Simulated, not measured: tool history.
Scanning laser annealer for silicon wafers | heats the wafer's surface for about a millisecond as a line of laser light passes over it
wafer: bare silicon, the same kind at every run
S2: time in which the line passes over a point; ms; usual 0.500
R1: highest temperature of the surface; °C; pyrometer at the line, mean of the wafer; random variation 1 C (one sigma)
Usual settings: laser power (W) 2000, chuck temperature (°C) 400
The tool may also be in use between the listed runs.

{"run": 1, "hour": 0.0, "laser power (W)": 2000, "S2": 0.5, "chuck temperature (°C)": 400, "R1": 1127}
{"run": 2, "hour": 45.1, "laser power (W)": 2000, "S2": 0.5, "chuck temperature (°C)": 400, "R1": 1125}
{"run": 3, "hour": 95.0, "laser power (W)": 2000, "S2": 0.5, "chuck temperature (°C)": 400, "R1": 1126}
{"run": 4, "hour": 133.6, "laser power (W)": 2000, "S2": 0.5, "chuck temperature (°C)": 400, "R1": 1124}
{"run": 5, "hour": 161.4, "laser power (W)": 2000, "S2": 0.5, "chuck temperature (°C)": 400, "R1": 1126}
{"run": 6, "hour": 200.8, "laser power (W)": 2000, "S2": 0.5, "chuck temperature (°C)": 400, "R1": 1124}
{"run": 7, "hour": 232.2, "laser power (W)": 2000, "S2": 0.5, "chuck temperature (°C)": 400, "R1": 1121}
{"run": 8, "hour": 261.1, "laser power (W)": 2000, "S2": 0.5, "chuck temperature (°C)": 400, "R1": 1122}
{"run": 9, "hour": 309.0, "laser power (W)": 2000, "S2": 0.5, "chuck temperature (°C)": 400, "R1": 1121}
{"run": 10, "hour": 346.4, "laser power (W)": 2000, "S2": 0.5, "chuck temperature (°C)": 400, "R1": 1121}
{"run": 11, "hour": 394.8, "laser power (W)": 2000, "S2": 0.5, "chuck temperature (°C)": 400, "R1": 1117}
{"run": 12, "hour": 436.1, "laser power (W)": 2000, "S2": 0.5, "chuck temperature (°C)": 400, "R1": 1118}
{"run": 13, "hour": 466.1, "laser power (W)": 1988, "S2": 0.609, "chuck temperature (°C)": 417, "R1": 1207}
{"hour": 471.2, "done": "laser's power meter calibrated"}
{"run": 14, "hour": 503.0, "laser power (W)": 2040, "S2": 0.389, "chuck temperature (°C)": 364, "R1": 1016}
{"run": 15, "hour": 535.5, "laser power (W)": 1834, "S2": 0.588, "chuck temperature (°C)": 400, "R1": 1103}
{"hour": 542.3, "done": "window over the wafer cleaned"}
{"hour": 570.5, "done": "laser's power meter calibrated, once more"}
{"run": 16, "hour": 578.4, "laser power (W)": 2120, "S2": 0.588, "chuck temperature (°C)": 400, "R1": 1247}
{"run": 17, "hour": 613.1, "laser power (W)": 2120, "S2": 0.588, "chuck temperature (°C)": 400, "R1": 1245}
{"run": 18, "hour": 656.4, "laser power (W)": 2120, "S2": 0.588, "chuck temperature (°C)": 400, "R1": 1242}
{"run": 19, "hour": 697.0, "laser power (W)": 1929, "S2": 0.5, "chuck temperature (°C)": 400, "R1": 1083}
{"run": 20, "hour": 736.7, "laser power (W)": 1953, "S2": 0.5, "chuck temperature (°C)": 400, "R1": 1094}
{"run": 21, "hour": 773.7, "laser power (W)": 1970, "S2": 0.385, "chuck temperature (°C)": 370, "R1": 977}
{"run": 22, "hour": 797.9, "laser power (W)": 1758, "S2": 0.5, "chuck temperature (°C)": 384, "R1": 983}
{"run": 23, "hour": 843.5, "laser power (W)": 1758, "S2": 0.5, "chuck temperature (°C)": 384, "R1": 981}
{"run": 24, "hour": 867.2, "laser power (W)": 2082, "S2": 0.5, "chuck temperature (°C)": 390, "R1": 1140}

4 ways to go on from here, each from the tool as it stands after run 24. What would each give?
{"run": "A", "hour": 893.5, "laser power (W)": 1979, "S2": 0.523, "chuck temperature (°C)": 420, "R1": "?"}
{"run": "B", "hour": 893.5, "laser power (W)": 2000, "S2": 0.5, "chuck temperature (°C)": 397, "R1": "?"}
{"run": "C", "hour": 893.5, "laser power (W)": 1887, "S2": 0.378, "chuck temperature (°C)": 395, "R1": "?"}
{"run": "D", "hour": 893.5, "laser power (W)": 1835, "S2": 0.437, "chuck temperature (°C)": 401, "R1": "?"}

run=A R1=1137
run=B R1=1107
run=C R1=960
run=D R1=989
Without the tool's hidden state the same runs would have given:
run=A R1=1149
run=B R1=1119
run=C R1=970
run=D R1=999
